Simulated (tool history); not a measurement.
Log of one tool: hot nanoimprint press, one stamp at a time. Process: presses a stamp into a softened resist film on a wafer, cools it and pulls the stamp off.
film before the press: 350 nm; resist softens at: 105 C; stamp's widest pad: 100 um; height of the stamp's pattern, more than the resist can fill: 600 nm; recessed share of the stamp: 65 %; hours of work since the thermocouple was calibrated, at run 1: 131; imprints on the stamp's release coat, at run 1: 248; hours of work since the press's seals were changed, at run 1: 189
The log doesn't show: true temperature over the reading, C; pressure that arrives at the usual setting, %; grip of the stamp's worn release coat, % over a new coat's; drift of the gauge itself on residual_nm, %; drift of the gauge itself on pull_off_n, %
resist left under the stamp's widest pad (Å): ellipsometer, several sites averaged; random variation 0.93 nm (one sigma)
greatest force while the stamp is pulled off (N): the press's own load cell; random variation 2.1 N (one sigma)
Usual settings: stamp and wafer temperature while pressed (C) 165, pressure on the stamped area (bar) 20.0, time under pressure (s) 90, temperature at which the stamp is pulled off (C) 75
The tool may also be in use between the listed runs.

run,hour,stamp and wafer temperature while pressed (C),pressure on the stamped area (bar),time under pressure (s),temperature at which the stamp is pulled off (C),hours of work since the thermocouple was calibrated,imprints on the stamp's release coat,hours of work since the press's seals were changed,resist left under the stamp's widest pad (Å),greatest force while the stamp is pulled off (N)
1,0.0,165,20.0,90,75,131,248,189,1547,187
2,7.8,165,20.0,90,75,135,267,192,1522,187
3,21.0,165,20.0,90,75,141,299,199,1518,190
4,34.7,165,20.0,90,75,147,331,205,1529,188
5,47.1,165,20.0,90,75,153,361,211,1514,185
6,53.6,165,20.0,90,75,156,377,214,1539,189
7,59.9,165,20.0,65,75,159,392,217,1723,190
8,73.0,165,20.0,65,75,165,423,223,1724,186
9,83.9,165,20.0,90,75,170,449,228,1527,187
10,94.8,165,20.0,90,75,175,475,233,1533,189
11,106.2,165,20.0,166,81,180,503,238,1204,155
12,118.9,165,20.0,166,81,186,533,244,1195,156
13,124.5,171,20.0,90,75,189,546,247,1109,189
14,135.3,171,20.8,173,75,194,572,252,824,190
15,148.2,171,20.8,85,61,200,603,258,1103,267
16,158.7,162,29.3,51,65,205,628,263,1876,241
17,169.2,166,29.0,47,65,210,653,268,1558,241
18,183.1,161,29.0,98,60,216,687,274,1575,266

5 ways to go on from here, each from the tool as it stands after run 18. What would each give?
A,190.6,161,29.0,123,72,220,705,277,?,?
B,190.6,173,29.0,153,78,220,705,277,?,?
C,190.6,161,29.0,48,60,220,705,277,?,?
D,190.6,163,25.1,90,77,220,705,277,?,?
E,190.6,161,18.5,150,60,220,705,277,?,?

run,resist left under the stamp's widest pad (Å),greatest force while the stamp is pulled off (N)
A,1436,205
B,653,171
C,2012,266
D,1536,178
E,1605,267
Without the tool's hidden state the same runs would have given:
run,resist left under the stamp's widest pad (Å),greatest force while the stamp is pulled off (N)
A,1439,204
B,654,170
C,2015,265
D,1540,177
E,1608,265
